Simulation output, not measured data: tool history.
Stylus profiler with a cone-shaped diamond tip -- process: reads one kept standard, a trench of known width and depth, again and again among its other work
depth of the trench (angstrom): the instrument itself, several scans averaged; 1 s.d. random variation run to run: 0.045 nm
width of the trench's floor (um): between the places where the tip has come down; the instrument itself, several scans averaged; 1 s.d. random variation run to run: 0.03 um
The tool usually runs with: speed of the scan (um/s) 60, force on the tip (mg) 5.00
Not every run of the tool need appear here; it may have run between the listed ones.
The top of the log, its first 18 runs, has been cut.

run     day  speed of the scan (um/s)  force on the tip (mg)  scans with this tip  hours of work since the height scale was calibrated  depth of the trench (angstrom)  width of the trench's floor (um)
 19  18.654                       200                   2.33                 9179                                                  769                          2025.8                             97.37
 20  19.667                       238                   1.93                 9319                                                  781                          2022.6                             97.23
 21  20.533                        21                   1.93                 9439                                                  791                          2023.1                             97.77
 22  21.600                       163                   1.93                 9586                                                  803                          2022.4                             97.40
 23  22.725                       234                   2.01                 9742                                                  816                          2023.0                             97.25
 24  23.521                       234                   2.01                 9851                                                  825                          2023.3                             97.19
 25  24.092                       174                   6.26                 9931                                                  832                          2053.9                             97.56
 26  25.079                       174                   6.26                10067                                                  843                          2054.2                             97.65
 27  26.271                       174                   6.26                10231                                                  857                          2054.1                             97.58
 28  27.567                       187                   5.00                10410                                                  872                          2045.4                             97.51
 29  28.183                        37                  12.16                10496                                                  879                          2086.9                             97.80
 30  28.783                        44                   2.25                10579                                                  886                          2025.0                             97.72
 31  29.850                        29                   8.25                10726                                                  899                          2066.3                             97.81

Forecast each of these 4 alternatives for the next run:
  A  31.129                        16                   5.00                10903                                                  913                               ?                                 ?
  B  31.129                        17                   5.00                10903                                                  913                               ?                                 ?
  C  31.129                       149                   8.88                10903                                                  913                               ?                                 ?
  D  31.129                        60                   4.92                10903                                                  913                               ?                                 ?

run  depth of the trench (angstrom)  width of the trench's floor (um)
  A                          2045.9                             97.82
  B                          2046.1                             97.84
  C                          2069.4                             97.63
  D                          2045.1                             97.72
What these runs would have given with no unlogged condition in the tool:
run  depth of the trench (angstrom)  width of the trench's floor (um)
  A                          2050.9                             98.04
  B                          2051.2                             98.06
  C                          2074.5                             97.86
  D                          2050.2                             97.94
